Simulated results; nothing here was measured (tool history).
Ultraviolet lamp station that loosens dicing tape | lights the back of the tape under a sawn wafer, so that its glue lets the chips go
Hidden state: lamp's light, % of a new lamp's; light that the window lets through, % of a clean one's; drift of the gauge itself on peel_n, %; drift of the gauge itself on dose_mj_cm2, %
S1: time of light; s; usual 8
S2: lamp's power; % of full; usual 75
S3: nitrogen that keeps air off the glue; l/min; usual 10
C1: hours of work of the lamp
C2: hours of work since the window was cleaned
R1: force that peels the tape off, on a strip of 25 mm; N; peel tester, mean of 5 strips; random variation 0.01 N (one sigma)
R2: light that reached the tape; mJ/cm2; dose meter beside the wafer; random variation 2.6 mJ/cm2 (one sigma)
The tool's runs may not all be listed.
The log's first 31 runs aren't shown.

run 32 day=28.483 | S1=5 S2=64 S3=3 | C1=850 C2=30 | R1=3.803 R2=136
run 33 day=29.629 | S1=5 S2=64 S3=3 | C1=871 C2=50 | R1=3.923 R2=137
run 34 day=30.562 | S1=5 S2=64 S3=18 | C1=888 C2=67 | R1=2.242 R2=133
run 35 day=31.088 | S1=5 S2=64 S3=18 | C1=897 C2=77 | R1=2.213 R2=134
run 36 day=31.696 | S1=5 S2=64 S3=4 | C1=908 C2=88 | R1=3.691 R2=133
run 37 day=32.800 | S1=5 S2=64 S3=7 | C1=929 C2=108 | R1=3.124 R2=131
run 38 day=33.946 | S1=5 S2=64 S3=7 | C1=949 C2=129 | R1=3.118 R2=132
run 39 day=35.229 | S1=14 S2=64 S3=16 | C1=973 C2=153 | R1=0.284 R2=362
run 40 day=36.508 | S1=5 S2=92 S3=14 | C1=996 C2=176 | R1=1.540 R2=181
run 41 day=37.142 | S1=8 S2=63 S3=4 | C1=1008 C2=187 | R1=2.323 R2=195
run 42 day=38.288 | S1=8 S2=63 S3=4 | C1=1029 C2=208 | R1=2.405 R2=194
run 43 day=39.104 | S1=11 S2=91 S3=4 | C1=1043 C2=223 | R1=0.688 R2=378
run 44 day=40.167 | S1=8 S2=80 S3=5 | C1=1063 C2=243 | R1=1.535 R2=238

Forecast each of these 3 alternatives for the next run:
run A day=41.204 | S1=8 S2=90 S3=17 | C1=1082 C2=261 | R1=? R2=?
run B day=41.204 | S1=8 S2=82 S3=10 | C1=1082 C2=261 | R1=? R2=?
run C day=41.204 | S1=7 S2=86 S3=10 | C1=1082 C2=261 | R1=? R2=?

run=A R1=0.607 R2=270
run=B R1=0.994 R2=248
run=C R1=1.220 R2=225
Without the tool's hidden state the same runs would have given:
run=A R1=0.196 R2=416
run=B R1=0.348 R2=380
run=C R1=0.445 R2=346
